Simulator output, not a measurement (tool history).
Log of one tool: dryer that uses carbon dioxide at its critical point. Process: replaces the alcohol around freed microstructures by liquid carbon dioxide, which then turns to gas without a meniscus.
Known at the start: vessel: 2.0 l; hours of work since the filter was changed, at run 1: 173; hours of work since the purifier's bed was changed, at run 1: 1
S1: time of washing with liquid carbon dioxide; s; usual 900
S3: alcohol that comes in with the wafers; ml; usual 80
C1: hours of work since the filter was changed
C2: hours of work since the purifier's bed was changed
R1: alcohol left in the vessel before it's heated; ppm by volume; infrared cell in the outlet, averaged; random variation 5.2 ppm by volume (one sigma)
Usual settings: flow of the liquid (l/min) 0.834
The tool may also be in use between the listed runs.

run 1 hour=0 | S1=900 flow_of_the_liquid_(l/min)=0.834 S3=80 | C1=173 C2=1 | R1=195
run 2 hour=22.8 | S1=900 flow_of_the_liquid_(l/min)=0.834 S3=80 | C1=183 C2=12 | R1=206
run 3 hour=44.7 | S1=900 flow_of_the_liquid_(l/min)=0.834 S3=80 | C1=193 C2=21 | R1=213
run 4 hour=61.2 | S1=900 flow_of_the_liquid_(l/min)=0.834 S3=80 | C1=200 C2=29 | R1=225
run 5 hour=95.4 | S1=900 flow_of_the_liquid_(l/min)=0.834 S3=89 | C1=216 C2=44 | R1=261
run 6 hour=112.5 | S1=660 flow_of_the_liquid_(l/min)=0.834 S3=89 | C1=223 C2=51 | R1=1041
-- hour=135.9 inlet filter changed
run 7 hour=135.9 | S1=660 flow_of_the_liquid_(l/min)=1.004 S3=89 | C1=0 C2=61 | R1=205
run 8 hour=152.9 | S1=660 flow_of_the_liquid_(l/min)=1.004 S3=89 | C1=8 C2=69 | R1=221
run 9 hour=180.2 | S1=660 flow_of_the_liquid_(l/min)=0.553 S3=89 | C1=20 C2=81 | R1=2520
run 10 hour=204.2 | S1=660 flow_of_the_liquid_(l/min)=0.553 S3=89 | C1=30 C2=91 | R1=2509
run 11 hour=232 | S1=660 flow_of_the_liquid_(l/min)=0.553 S3=89 | C1=43 C2=104 | R1=2656
run 12 hour=261.8 | S1=780 flow_of_the_liquid_(l/min)=0.834 S3=80 | C1=56 C2=117 | R1=294
run 13 hour=281.9 | S1=780 flow_of_the_liquid_(l/min)=0.834 S3=80 | C1=65 C2=126 | R1=306
run 14 hour=314.1 | S1=780 flow_of_the_liquid_(l/min)=0.834 S3=80 | C1=79 C2=140 | R1=318
run 15 hour=344.5 | S1=780 flow_of_the_liquid_(l/min)=0.882 S3=80 | C1=92 C2=153 | R1=256
run 16 hour=361.1 | S1=780 flow_of_the_liquid_(l/min)=0.882 S3=80 | C1=100 C2=161 | R1=273
run 17 hour=393 | S1=780 flow_of_the_liquid_(l/min)=0.882 S3=80 | C1=114 C2=175 | R1=302
run 18 hour=432.5 | S1=780 flow_of_the_liquid_(l/min)=0.882 S3=80 | C1=131 C2=192 | R1=319
run 19 hour=466 | S1=780 flow_of_the_liquid_(l/min)=0.882 S3=80 | C1=146 C2=207 | R1=328
run 20 hour=494.9 | S1=900 flow_of_the_liquid_(l/min)=0.6 S3=80 | C1=159 C2=220 | R1=913
run 21 hour=534.1 | S1=840 flow_of_the_liquid_(l/min)=1.406 S3=21 | C1=176 C2=237 | R1=90
run 22 hour=556.9 | S1=1380 flow_of_the_liquid_(l/min)=0.692 S3=119 | C1=186 C2=247 | R1=172
run 23 hour=580 | S1=1380 flow_of_the_liquid_(l/min)=1.16 S3=119 | C1=197 C2=258 | R1=102
run 24 hour=616.1 | S1=780 flow_of_the_liquid_(l/min)=1.16 S3=38 | C1=212 C2=274 | R1=137

The next listed run, before its measurement:
run 25 hour=644 | S1=780 flow_of_the_liquid_(l/min)=1.16 S3=38 | C1=225 C2=286 | R1=?

R1: 156 ppm by volume
Without the tool's hidden state the same run would have given R1 28 ppm by volume.
